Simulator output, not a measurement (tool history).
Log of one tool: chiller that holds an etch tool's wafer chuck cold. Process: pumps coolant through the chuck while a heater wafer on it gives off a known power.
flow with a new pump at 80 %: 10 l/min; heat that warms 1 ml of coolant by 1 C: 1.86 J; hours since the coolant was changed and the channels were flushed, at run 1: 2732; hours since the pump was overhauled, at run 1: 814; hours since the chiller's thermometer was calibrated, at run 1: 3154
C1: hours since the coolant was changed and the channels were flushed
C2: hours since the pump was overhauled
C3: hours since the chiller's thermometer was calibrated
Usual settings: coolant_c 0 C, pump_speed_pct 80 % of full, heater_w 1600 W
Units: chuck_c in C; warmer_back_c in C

{"run": 1, "hour": 0.0, "coolant_c": 0, "pump_speed_pct": 80, "heater_w": 1600, "C1": 2732, "C2": 814, "C3": 3154, "chuck_c": 10.3, "warmer_back_c": 5.08}
{"run": 2, "hour": 31.9, "coolant_c": 0, "pump_speed_pct": 80, "heater_w": 1600, "C1": 2764, "C2": 846, "C3": 3186, "chuck_c": 10.3, "warmer_back_c": 5.2}
{"run": 3, "hour": 56.6, "coolant_c": 0, "pump_speed_pct": 80, "heater_w": 1600, "C1": 2789, "C2": 871, "C3": 3210, "chuck_c": 10.4, "warmer_back_c": 5.15}
{"run": 4, "hour": 80.1, "coolant_c": 0, "pump_speed_pct": 80, "heater_w": 1600, "C1": 2812, "C2": 894, "C3": 3234, "chuck_c": 10.2, "warmer_back_c": 5.18}
{"run": 5, "hour": 117.3, "coolant_c": 0, "pump_speed_pct": 80, "heater_w": 1006, "C1": 2849, "C2": 931, "C3": 3271, "chuck_c": 6.5, "warmer_back_c": 3.28}
{"run": 6, "hour": 151.7, "coolant_c": 0, "pump_speed_pct": 80, "heater_w": 1006, "C1": 2884, "C2": 966, "C3": 3305, "chuck_c": 6.6, "warmer_back_c": 3.31}
{"run": 7, "hour": 179.0, "coolant_c": 0, "pump_speed_pct": 80, "heater_w": 972, "C1": 2911, "C2": 993, "C3": 3333, "chuck_c": 6.4, "warmer_back_c": 3.14}
{"run": 8, "hour": 205.4, "coolant_c": 0, "pump_speed_pct": 80, "heater_w": 972, "C1": 2938, "C2": 1019, "C3": 3359, "chuck_c": 6.3, "warmer_back_c": 3.21}
{"run": 9, "hour": 235.1, "coolant_c": 0, "pump_speed_pct": 66, "heater_w": 1600, "C1": 2967, "C2": 1049, "C3": 3389, "chuck_c": 11.6, "warmer_back_c": 6.42}
{"run": 10, "hour": 259.9, "coolant_c": 0, "pump_speed_pct": 66, "heater_w": 1600, "C1": 2992, "C2": 1074, "C3": 3414, "chuck_c": 11.6, "warmer_back_c": 6.53}
{"run": 11, "hour": 303.9, "coolant_c": 7, "pump_speed_pct": 80, "heater_w": 1600, "C1": 3036, "C2": 1118, "C3": 3458, "chuck_c": 17.4, "warmer_back_c": 5.21}
{"run": 12, "hour": 322.9, "coolant_c": 0, "pump_speed_pct": 80, "heater_w": 1600, "C1": 3055, "C2": 1137, "C3": 3477, "chuck_c": 10.2, "warmer_back_c": 5.22}
{"run": 13, "hour": 351.2, "coolant_c": 0, "pump_speed_pct": 80, "heater_w": 1600, "C1": 3083, "C2": 1165, "C3": 3505, "chuck_c": 10.4, "warmer_back_c": 5.27}
{"run": 14, "hour": 379.3, "coolant_c": 0, "pump_speed_pct": 80, "heater_w": 1600, "C1": 3111, "C2": 1193, "C3": 3533, "chuck_c": 10.3, "warmer_back_c": 5.3}
{"run": 15, "hour": 397.8, "coolant_c": 0, "pump_speed_pct": 69, "heater_w": 1868, "C1": 3130, "C2": 1212, "C3": 3551, "chuck_c": 13.4, "warmer_back_c": 7.12}
{"run": 16, "hour": 420.6, "coolant_c": -9, "pump_speed_pct": 69, "heater_w": 1505, "C1": 3153, "C2": 1235, "C3": 3574, "chuck_c": 1.7, "warmer_back_c": 5.79}
{"run": 17, "hour": 458.8, "coolant_c": 8, "pump_speed_pct": 77, "heater_w": 999, "C1": 3191, "C2": 1273, "C3": 3612, "chuck_c": 14.6, "warmer_back_c": 3.41}
{"run": 18, "hour": 491.2, "coolant_c": 9, "pump_speed_pct": 80, "heater_w": 2003, "C1": 3223, "C2": 1305, "C3": 3645, "chuck_c": 21.8, "warmer_back_c": 6.58}
{"run": 19, "hour": 519.8, "coolant_c": -10, "pump_speed_pct": 73, "heater_w": 1716, "C1": 3252, "C2": 1334, "C3": 3673, "chuck_c": 1.9, "warmer_back_c": 6.22}
{"run": 20, "hour": 555.0, "coolant_c": 5, "pump_speed_pct": 98, "heater_w": 2338, "C1": 3287, "C2": 1369, "C3": 3709, "chuck_c": 18.2, "warmer_back_c": 6.21}
{"run": 21, "hour": 582.5, "coolant_c": 5, "pump_speed_pct": 98, "heater_w": 2338, "C1": 3315, "C2": 1397, "C3": 3736, "chuck_c": 18.0, "warmer_back_c": 6.14}
{"run": 22, "hour": 609.4, "coolant_c": -7, "pump_speed_pct": 85, "heater_w": 1488, "C1": 3342, "C2": 1423, "C3": 3763, "chuck_c": 2.2, "warmer_back_c": 4.63}
{"run": 23, "hour": 635.6, "coolant_c": 4, "pump_speed_pct": 94, "heater_w": 809, "C1": 3368, "C2": 1450, "C3": 3789, "chuck_c": 8.6, "warmer_back_c": 2.31}
{"run": 24, "hour": 679.2, "coolant_c": -1, "pump_speed_pct": 69, "heater_w": 1242, "C1": 3411, "C2": 1493, "C3": 3833, "chuck_c": 8.0, "warmer_back_c": 4.9}
{"run": 25, "hour": 723.3, "coolant_c": -7, "pump_speed_pct": 96, "heater_w": 1600, "C1": 3455, "C2": 1537, "C3": 3877, "chuck_c": 2.1, "warmer_back_c": 4.39}
{"run": 26, "hour": 766.8, "coolant_c": 1, "pump_speed_pct": 62, "heater_w": 1436, "C1": 3499, "C2": 1581, "C3": 3920, "chuck_c": 12.0, "warmer_back_c": 6.29}

The same runs without the tool's hidden state, with the same run-to-run variation:
The hidden state here: heat passed by the chuck's channels, % of clean ones'; flow at a given pump speed, % of a new pump's; coolant's true temperature over the reading, C; drift of the gauge itself on chuck_c, C; drift of the gauge itself on warmer_back_c, C.
run=1 warmer_back_c=5.08
run=2 warmer_back_c=5.20
run=3 warmer_back_c=5.14
run=4 warmer_back_c=5.16
run=5 warmer_back_c=3.25
run=6 warmer_back_c=3.28
run=7 warmer_back_c=3.10
run=8 warmer_back_c=3.17
run=9 warmer_back_c=6.37
run=10 warmer_back_c=6.48
run=11 warmer_back_c=5.15
run=12 warmer_back_c=5.15
run=13 warmer_back_c=5.20
run=14 warmer_back_c=5.21
run=15 warmer_back_c=7.03
run=16 warmer_back_c=5.70
run=17 warmer_back_c=3.31
run=18 warmer_back_c=6.48
run=19 warmer_back_c=6.11
run=20 warmer_back_c=6.09
run=21 warmer_back_c=6.01
run=22 warmer_back_c=4.50
run=23 warmer_back_c=2.18
run=24 warmer_back_c=4.75
run=25 warmer_back_c=4.24
run=26 warmer_back_c=6.13
chuck_c: within 0.1 C of the measured result in every run.

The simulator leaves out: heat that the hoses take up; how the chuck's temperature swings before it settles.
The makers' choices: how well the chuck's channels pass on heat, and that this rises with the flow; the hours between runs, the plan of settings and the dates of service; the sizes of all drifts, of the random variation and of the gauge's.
